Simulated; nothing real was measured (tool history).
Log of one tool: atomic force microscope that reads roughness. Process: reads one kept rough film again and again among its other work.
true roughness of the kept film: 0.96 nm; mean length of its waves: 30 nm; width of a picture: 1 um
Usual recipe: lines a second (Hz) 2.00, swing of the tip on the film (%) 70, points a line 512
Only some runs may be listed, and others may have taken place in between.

run   hour  lines a second (Hz)  swing of the tip on the film (%)  points a line  roughness of the kept film (nm (root mean square))
  1    0.0                 2.00                                70            512                                               0.796
  2   13.7                 2.00                                70            512                                               0.770
      15.6  -- new tip fitted
  3   27.4                 2.00                                70            512                                               0.854
  4   41.3                 2.00                                70            512                                               0.864
  5   58.7                 2.00                                70            512                                               0.859
  6   70.7                 2.00                                70            262                                               0.846
  7   86.6                 2.00                                70            512                                               0.839
  8   96.3                 2.00                                70            512                                               0.839
  9  106.0                 1.03                                70            512                                               0.864
 10  114.6                 0.50                                70            512                                               0.881
 11  131.6                 0.50                                70            512                                               0.879
 12  149.1                 0.50                                70            512                                               0.867
 13  161.9                 2.00                                70            398                                               0.822
 14  175.5                 2.00                                70            512                                               0.824
 15  195.1                 2.00                                71            512                                               0.814
 16  206.8                 2.00                                81            512                                               0.772
 17  221.8                 2.00                                81            512                                               0.774
 18  237.1                 2.00                                81            769                                               0.759
 19  245.8                 2.00                                81            769                                               0.761
 20  262.5                 2.00                                70            512                                               0.801
     265.4  -- height scale calibrated on a step standard
 21  276.6                 2.00                                70           1002                                               0.799
 22  288.6                 2.00                                70           1002                                               0.794
 23  306.2                 2.00                                70           1002                                               0.783
     311.1  -- new tip fitted
 24  316.5                 0.62                                70            512                                               0.896
 25  329.2                 1.55                                70            512                                               0.871
 26  348.2                 1.55                                70            512                                               0.871
 27  357.8                 2.00                                78            512                                               0.824
     366.7  -- height scale calibrated on a step standard, once more
 28  368.9                 2.22                                70            512                                               0.840
 29  387.0                 2.22                                70            512                                               0.838
 30  406.0                 0.65                                70            273                                               0.866
 31  419.6                 0.78                                70            684                                               0.869
 32  429.2                 0.79                                65            512                                               0.877
 33  440.5                 0.87                                69            357                                               0.856
 34  451.1                 0.87                                69            357                                               0.855
 35  471.4                 1.65                                67            565                                               0.838
 36  492.3                 1.65                                67            565                                               0.823
 37  512.7                 1.65                                67            565                                               0.832
 38  521.2                 3.46                                67            565                                               0.787
 39  535.0                 3.46                                67            565                                               0.774
 40  545.3                 0.66                                75            540                                               0.837
 41  558.0                 1.48                                57            512                                               0.829
 42  575.3                 1.93                                70            512                                               0.802
 43  591.3                 1.93                                70            946                                               0.796
     606.0  -- new tip fitted
 44  609.5                 2.00                                70            917                                               0.859
 45  620.9                 2.00                                85            315                                               0.796
 46  635.4                 2.00                                85            859                                               0.792
 47  650.0                 0.69                                70            512                                               0.891
 48  670.5                 2.07                                70            374                                               0.841
 49  683.4                 2.07                                70            628                                               0.850
 50  695.7                 2.07                                70            628                                               0.836
 51  705.4                 1.21                                60            369                                               0.878
 52  725.8                 0.95                                70            575                                               0.865
 53  743.8                 2.72                                70            894                                               0.811

Run by run, hidden condition taken away, random variation retained:
The hidden state here: radius of the tip, nm; height scale over the true one, %; drift of the gauge itself on roughness_nm, %.
run  roughness of the kept film (nm (root mean square))
  1                                               0.874
  2                                               0.851
  3                                               0.859
  4                                               0.873
  5                                               0.874
  6                                               0.863
  7                                               0.860
  8                                               0.863
  9                                               0.891
 10                                               0.912
 11                                               0.915
 12                                               0.907
 13                                               0.864
 14                                               0.870
 15                                               0.866
 16                                               0.824
 17                                               0.830
 18                                               0.819
 19                                               0.824
 20                                               0.872
 21                                               0.874
 22                                               0.872
 23                                               0.865
 24                                               0.903
 25                                               0.882
 26                                               0.888
 27                                               0.842
 28                                               0.857
 29                                               0.861
 30                                               0.895
 31                                               0.902
 32                                               0.914
 33                                               0.895
 34                                               0.897
 35                                               0.885
 36                                               0.875
 37                                               0.890
 38                                               0.843
 39                                               0.834
 40                                               0.904
 41                                               0.899
 42                                               0.874
 43                                               0.871
 44                                               0.862
 45                                               0.801
 46                                               0.801
 47                                               0.906
 48                                               0.861
 49                                               0.873
 50                                               0.863
 51                                               0.909
 52                                               0.902
 53                                               0.851

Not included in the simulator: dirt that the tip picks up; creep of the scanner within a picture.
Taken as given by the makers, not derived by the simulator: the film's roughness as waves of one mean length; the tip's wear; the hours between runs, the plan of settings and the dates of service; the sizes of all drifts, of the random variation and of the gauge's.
